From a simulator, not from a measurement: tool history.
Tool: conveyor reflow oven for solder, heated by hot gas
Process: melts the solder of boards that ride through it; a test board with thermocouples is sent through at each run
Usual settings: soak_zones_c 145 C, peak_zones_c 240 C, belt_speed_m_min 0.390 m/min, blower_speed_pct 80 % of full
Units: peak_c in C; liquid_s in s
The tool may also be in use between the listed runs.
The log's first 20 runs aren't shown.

run,hour,soak_zones_c,peak_zones_c,belt_speed_m_min,blower_speed_pct,peak_c,liquid_s
21,192.4,145,237,0.346,61,225.92,105.7
22,199.8,145,231,0.390,78,219.28,87.6
23,210.5,145,240,0.390,58,224.60,92.0
24,224.3,159,240,0.352,58,229.66,115.8
25,231.3,144,240,0.378,80,228.25,97.8
26,241.6,132,246,0.460,90,226.47,73.5
27,250.8,132,246,0.460,90,226.50,73.8
28,261.1,132,246,0.460,90,226.38,73.7
29,268.3,143,240,0.429,80,224.26,82.1
30,278.8,133,240,0.390,72,224.75,86.4
31,285.8,133,240,0.390,72,224.63,86.4

4 ways to go on from here, each from the tool as it stands after run 31. What would each give?
A,300.1,133,235,0.426,72,?,?
B,300.1,134,240,0.390,80,?,?
C,300.1,151,245,0.390,68,?,?
D,300.1,133,245,0.390,60,?,?

run,peak_c,liquid_s
A,217.20,71.5
B,225.90,88.0
C,231.47,100.8
D,227.33,88.5
Without the tool's hidden state the same runs would have given:
run,peak_c,liquid_s
A,217.40,71.7
B,226.00,88.0
C,231.43,100.4
D,227.41,88.4

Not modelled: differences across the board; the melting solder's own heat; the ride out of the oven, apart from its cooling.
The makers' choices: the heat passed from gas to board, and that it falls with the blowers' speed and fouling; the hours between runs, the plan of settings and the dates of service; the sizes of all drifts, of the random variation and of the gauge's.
